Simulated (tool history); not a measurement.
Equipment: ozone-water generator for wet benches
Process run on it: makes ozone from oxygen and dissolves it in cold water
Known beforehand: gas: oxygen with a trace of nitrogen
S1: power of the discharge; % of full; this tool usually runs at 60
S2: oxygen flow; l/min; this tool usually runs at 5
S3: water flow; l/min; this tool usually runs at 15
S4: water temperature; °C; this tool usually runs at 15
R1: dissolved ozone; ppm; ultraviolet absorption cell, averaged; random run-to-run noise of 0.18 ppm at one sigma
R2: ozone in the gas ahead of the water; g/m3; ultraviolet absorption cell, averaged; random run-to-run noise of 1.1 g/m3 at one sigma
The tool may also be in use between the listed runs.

run   hour  S1    S2  S3  S4    R1     R2
  1      0  60     5  15  15  21.9  192.5
  2   56.8  60     5  10  15  29.7  193.8
  3  133.7  60     5  18  15  18.3  192.6
  4  207.2  60     5  13  15  24.3  192.3
       220  -- contactor cleaned
  5  301.9  60     5  15  15  21.6  192.2
  6  385.2  60     5  15  15  21.8  191.5
  7  434.6  51     5  15  13  19.6  171.2
  8  549.7  51     5  15  13  19.8  169.9
  9  629.6  52     5  15  15  19.5  172.9
 10  683.5  60  4.37  15   9  23.1  205.9
 11  732.5  60  4.37  15   9  23.4  205.2
     801.2  -- contactor cleaned, once more
 12  815.9  49  8.08  11  17    21  125.5

Consider 4 possible next runs. They are alternatives, not a sequence: every one starts from the tool as it was left by run 12. What does each give?
  A  887.6  60  7.75  10  20   ?   ?
  B  887.6  60  6.46  15  15   ?   ?
  C  887.6  41  8.08  16  17   ?   ?
  D  887.6  60     5   9  16   ?   ?

run    R1     R2
  A  24.3  147.3
  B  21.8  163.2
  C  14.9  110.1
  D  31.7  190.2
The same runs, with their run-to-run variation unchanged, on a tool lacking any hidden condition would have given:
run    R1     R2
  A  26.6  160.1
  B  23.9  177.3
  C  15.9  116.5
  D  34.7  206.7
